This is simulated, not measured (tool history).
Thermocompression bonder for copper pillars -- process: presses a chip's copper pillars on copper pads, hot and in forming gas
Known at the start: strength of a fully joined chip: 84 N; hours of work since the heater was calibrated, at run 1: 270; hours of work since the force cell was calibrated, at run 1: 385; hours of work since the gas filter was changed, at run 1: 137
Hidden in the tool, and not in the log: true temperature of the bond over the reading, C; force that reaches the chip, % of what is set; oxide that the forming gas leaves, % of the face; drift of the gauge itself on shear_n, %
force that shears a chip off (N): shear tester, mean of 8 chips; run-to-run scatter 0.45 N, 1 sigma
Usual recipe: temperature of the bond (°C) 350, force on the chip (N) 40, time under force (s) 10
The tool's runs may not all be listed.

run,hour,temperature of the bond (°C),force on the chip (N),time under force (s),hours of work since the heater was calibrated,hours of work since the force cell was calibrated,hours of work since the gas filter was changed,force that shears a chip off (N)
1,0.0,350,40,10,270,385,137,54.8
2,9.2,350,40,10,276,391,144,56.2
3,15.1,350,40,10,281,396,149,54.6
4,20.2,365,40,10,284,400,152,58.7
# hour 25.1: forming gas filter changed
5,28.7,365,40,10,290,405,3,62.2
6,35.7,365,40,10,295,411,8,61.8
7,41.3,365,40,10,300,415,12,62.0
8,47.8,365,40,10,304,419,17,61.1
# hour 50.2: force cell calibrated
9,54.2,338,48,10,308,3,20,59.6
10,64.4,350,40,11,315,10,28,59.0
11,74.9,364,40,11,323,18,35,63.5
12,80.0,364,40,11,327,22,39,62.4
# hour 89.9: force cell calibrated, once more
13,92.2,378,33,10,335,2,47,59.2
14,98.9,372,31,27,340,7,52,69.2
15,110.0,350,30,6,348,15,60,41.8
16,121.7,350,30,6,356,23,69,41.8

Alternative continuations, all from the tool just after run 16; predict every row:
A,132.2,358,55,5,364,31,76,?
B,132.2,368,46,17,364,31,76,?
C,132.2,351,35,19,364,31,76,?

run,force that shears a chip off (N)
A,54.8
B,70.9
C,61.5
Stripped of hidden state, with their random variation kept, the same runs would have yielded:
run,force that shears a chip off (N)
A,55.7
B,72.6
C,62.6

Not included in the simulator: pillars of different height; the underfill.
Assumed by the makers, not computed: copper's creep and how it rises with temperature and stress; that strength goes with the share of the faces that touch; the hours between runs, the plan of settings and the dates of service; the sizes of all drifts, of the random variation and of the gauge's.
